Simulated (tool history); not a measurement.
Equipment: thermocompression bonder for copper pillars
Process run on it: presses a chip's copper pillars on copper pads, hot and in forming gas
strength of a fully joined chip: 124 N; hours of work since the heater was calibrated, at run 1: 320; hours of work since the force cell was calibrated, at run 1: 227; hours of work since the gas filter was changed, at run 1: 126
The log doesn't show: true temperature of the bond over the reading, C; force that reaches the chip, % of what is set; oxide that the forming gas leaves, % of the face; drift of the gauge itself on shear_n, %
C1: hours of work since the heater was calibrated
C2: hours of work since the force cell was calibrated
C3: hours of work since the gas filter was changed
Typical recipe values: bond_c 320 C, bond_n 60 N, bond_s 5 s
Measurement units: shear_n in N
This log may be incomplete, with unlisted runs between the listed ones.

Run 1, hour 0: usual settings; C1 320; C2 227; C3 126. Result: shear_n 88 N.
Run 2, hour 7.5: usual settings; C1 325; C2 231; C3 130. Result: shear_n 91.2 N.
Run 3, hour 24.4: usual settings; C1 335; C2 241; C3 140. Result: shear_n 90.2 N.
Run 4, hour 31.3: usual settings; C1 339; C2 245; C3 144. Result: shear_n 90.1 N.
Run 5, hour 43.5: usual settings; C1 346; C2 252; C3 151. Result: shear_n 88.4 N.
Run 6, hour 52.7: usual settings; C1 351; C2 257; C3 156. Result: shear_n 86.5 N.
Run 7, hour 62.8: usual settings; C1 357; C2 263; C3 162. Result: shear_n 89.5 N.
Run 8, hour 78.7: usual settings; C1 366; C2 273; C3 172. Result: shear_n 90.9 N.
Run 9, hour 85.9: usual settings; C1 370; C2 277; C3 176. Result: shear_n 89.1 N.
Run 10, hour 101.6: usual settings; C1 379; C2 286; C3 185. Result: shear_n 88.1 N.
Run 11, hour 110.9: usual settings; C1 385; C2 291; C3 190. Result: shear_n 88 N.
Run 12, hour 125.4: usual settings but bond_n 72 N; C1 393; C2 300; C3 199. Result: shear_n 94.7 N.
Run 13, hour 136.9: usual settings; C1 400; C2 306; C3 205. Result: shear_n 89.4 N.
Run 14, hour 145.2: usual settings but bond_n 73 N; C1 405; C2 311; C3 210. Result: shear_n 96.1 N.
Run 15, hour 159.5: usual settings; C1 413; C2 320; C3 219. Result: shear_n 88 N.
Run 16, hour 169.9: usual settings; C1 419; C2 326; C3 225. Result: shear_n 88.8 N.
Run 17, hour 179.4: usual settings; C1 425; C2 331; C3 230. Result: shear_n 89.7 N.
Run 18, hour 191.6: usual settings; C1 432; C2 338; C3 237. Result: shear_n 89.2 N.
Run 19, hour 207: usual settings but bond_c 297 C; C1 441; C2 347; C3 246. Result: shear_n 78.9 N.
Run 20, hour 217.1: usual settings but bond_s 3 s; C1 447; C2 353; C3 252. Result: shear_n 79.7 N.
Run 21, hour 232.1: usual settings but bond_c 311 C, bond_n 38 N, bond_s 3 s; C1 455; C2 362; C3 261. Result: shear_n 59.6 N.
Run 22, hour 245.5: usual settings but bond_c 341 C, bond_n 41 N, bond_s 9 s; C1 463; C2 370; C3 269. Result: shear_n 99.1 N.
Run 23, hour 256.6: usual settings but bond_c 348 C, bond_n 69 N, bond_s 8 s; C1 470; C2 376; C3 275. Result: shear_n 115.6 N.
At hour 266: forming gas filter changed.
Run 24, hour 266.4: usual settings but bond_n 70 N; C1 475; C2 381; C3 0. Result: shear_n 94.8 N.
Run 25, hour 280.9: usual settings but bond_c 344 C, bond_n 74 N, bond_s 11 s; C1 484; C2 390; C3 9. Result: shear_n 116.5 N.
Run 26, hour 296.2: usual settings but bond_c 344 C, bond_n 74 N, bond_s 11 s; C1 492; C2 399; C3 18. Result: shear_n 117 N.
Run 27, hour 313: usual settings but bond_c 341 C, bond_n 58 N, bond_s 7 s; C1 502; C2 409; C3 27. Result: shear_n 103 N.
Run 28, hour 329: usual settings but bond_n 51 N, bond_s 11 s; C1 512; C2 418; C3 37. Result: shear_n 100.9 N.
Run 29, hour 337.5: usual settings but bond_c 299 C, bond_n 56 N, bond_s 4 s; C1 516; C2 423; C3 42. Result: shear_n 72.3 N.
Run 30, hour 348.7: usual settings but bond_c 315 C, bond_n 56 N, bond_s 3 s; C1 523; C2 429; C3 48. Result: shear_n 72.7 N.
Run 31, hour 362.1: usual settings but bond_c 328 C, bond_n 50 N; C1 531; C2 437; C3 56. Result: shear_n 88.3 N.
Run 32, hour 373.8: usual settings but bond_c 326 C, bond_n 50 N, bond_s 4 s; C1 538; C2 444; C3 63. Result: shear_n 81 N.
Run 33, hour 382.9: usual settings but bond_c 312 C, bond_n 46 N, bond_s 9 s; C1 543; C2 449; C3 68. Result: shear_n 89.2 N.
Run 34, hour 397.6: usual settings but bond_c 305 C, bond_n 68 N; C1 551; C2 458; C3 77. Result: shear_n 86.1 N.
Run 35, hour 410.1: usual settings but bond_c 305 C, bond_n 68 N; C1 559; C2 465; C3 84. Result: shear_n 85.8 N.
Run 36, hour 421.8: usual settings but bond_c 305 C, bond_n 68 N; C1 566; C2 472; C3 91. Result: shear_n 85.3 N.
Run 37, hour 434.2: usual settings but bond_c 305 C, bond_n 68 N; C1 573; C2 479; C3 98. Result: shear_n 86.2 N.
Run 38, hour 447.8: usual settings but bond_c 291 C, bond_n 71 N; C1 581; C2 487; C3 106. Result: shear_n 79.4 N.
Run 39, hour 456.5: usual settings but bond_s 11 s; C1 586; C2 492; C3 111. Result: shear_n 103.6 N.

How the hidden state differs across the entries between the runs, from the last listed run before each to the first after it:
Runs 23 to 24: forming gas filter changed (hour 266)
  oxide that the forming gas leaves, % of the face: 1.18 -> 0.51
